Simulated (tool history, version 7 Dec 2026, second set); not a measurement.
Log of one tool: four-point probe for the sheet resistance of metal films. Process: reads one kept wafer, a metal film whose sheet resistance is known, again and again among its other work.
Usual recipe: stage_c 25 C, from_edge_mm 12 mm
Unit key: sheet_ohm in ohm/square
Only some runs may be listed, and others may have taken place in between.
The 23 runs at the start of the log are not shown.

run 24 hour=487.2 | stage_c=28 from_edge_mm=37 | sheet_ohm=0.042174
run 25 hour=502.4 | stage_c=20 from_edge_mm=5 | sheet_ohm=0.042611
run 26 hour=530.6 | stage_c=20 from_edge_mm=16 | sheet_ohm=0.042400
run 27 hour=551.1 | stage_c=20 from_edge_mm=16 | sheet_ohm=0.042410
run 28 hour=569.4 | stage_c=22 from_edge_mm=12 | sheet_ohm=0.042360
run 29 hour=586.7 | stage_c=22 from_edge_mm=12 | sheet_ohm=0.042360
run 30 hour=612.5 | stage_c=22 from_edge_mm=12 | sheet_ohm=0.042381
run 31 hour=639.7 | stage_c=22 from_edge_mm=45 | sheet_ohm=0.042333
run 32 hour=665.9 | stage_c=22 from_edge_mm=45 | sheet_ohm=0.042347
run 33 hour=696.4 | stage_c=22 from_edge_mm=45 | sheet_ohm=0.042330
run 34 hour=710.2 | stage_c=22 from_edge_mm=45 | sheet_ohm=0.042331
run 35 hour=728.1 | stage_c=31 from_edge_mm=74 | sheet_ohm=0.042103
run 36 hour=741.1 | stage_c=19 from_edge_mm=5 | sheet_ohm=0.042638
run 37 hour=767.0 | stage_c=19 from_edge_mm=5 | sheet_ohm=0.042637
run 38 hour=785.4 | stage_c=22 from_edge_mm=8 | sheet_ohm=0.042410
run 39 hour=811.1 | stage_c=32 from_edge_mm=19 | sheet_ohm=0.042096
run 40 hour=836.2 | stage_c=23 from_edge_mm=40 | sheet_ohm=0.042298
run 41 hour=853.9 | stage_c=23 from_edge_mm=40 | sheet_ohm=0.042305
run 42 hour=873.9 | stage_c=23 from_edge_mm=40 | sheet_ohm=0.042296
run 43 hour=904.4 | stage_c=23 from_edge_mm=40 | sheet_ohm=0.042307
run 44 hour=930.4 | stage_c=23 from_edge_mm=40 | sheet_ohm=0.042314

Alternative continuations, all from the tool just after run 44; predict every row:
run A hour=949.0 | stage_c=19 from_edge_mm=9 | sheet_ohm=?
run B hour=949.0 | stage_c=23 from_edge_mm=16 | sheet_ohm=?
run C hour=949.0 | stage_c=21 from_edge_mm=28 | sheet_ohm=?
run D hour=949.0 | stage_c=24 from_edge_mm=11 | sheet_ohm=?

run=A sheet_ohm=0.042461
run=B sheet_ohm=0.042316
run=C sheet_ohm=0.042357
run=D sheet_ohm=0.042313
Without the tool's unlogged condition, the same runs would have read:
run=A sheet_ohm=0.042464
run=B sheet_ohm=0.042319
run=C sheet_ohm=0.042360
run=D sheet_ohm=0.042317
